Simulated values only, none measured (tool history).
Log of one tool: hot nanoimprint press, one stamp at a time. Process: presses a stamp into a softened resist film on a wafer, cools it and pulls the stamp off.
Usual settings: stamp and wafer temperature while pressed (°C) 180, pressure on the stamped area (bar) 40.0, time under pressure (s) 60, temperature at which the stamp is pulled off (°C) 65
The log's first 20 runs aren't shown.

| run | hour | stamp and wafer temperature while pressed (°C) | pressure on the stamped area (bar) | time under pressure (s) | temperature at which the stamp is pulled off (°C) | resist left under the stamp's widest pad (angstrom) | greatest force while the stamp is pulled off (N) |
|---|---|---|---|---|---|---|---|
| 21 | 563.3 | 180 | 40.0 | 64 | 60 | 1694 | 157 |
| 22 | 592.2 | 180 | 62.0 | 60 | 67 | 1464 | 134 |
| 23 | 626.3 | 184 | 59.3 | 41 | 67 | 1502 | 133 |
| 24 | 651.5 | 189 | 40.0 | 60 | 56 | 1275 | 184 |
|  | 671.0 | stamp cleaned and given a new release coat |
| 25 | 686.8 | 189 | 38.9 | 60 | 58 | 1277 | 135 |
| 26 | 718.1 | 189 | 38.9 | 64 | 57 | 1267 | 145 |
| 27 | 754.0 | 189 | 38.9 | 64 | 57 | 1252 | 143 |
| 28 | 785.3 | 181 | 53.0 | 64 | 72 | 1442 | 105 |

The next listed run, before its measurement:
|  | 807.4 | press's hydraulic seals changed and the load cell set to zero |
| 29 | 827.9 | 181 | 26.9 | 67 | 68 | ? | ? |

{"run 29": {"resist left under the stamp's widest pad (angstrom)": 1777, "greatest force while the stamp is pulled off (N)": 120}}
Without the tool's hidden state the same run would have given resist left under the stamp's widest pad (angstrom) 1880, greatest force while the stamp is pulled off (N) 108.
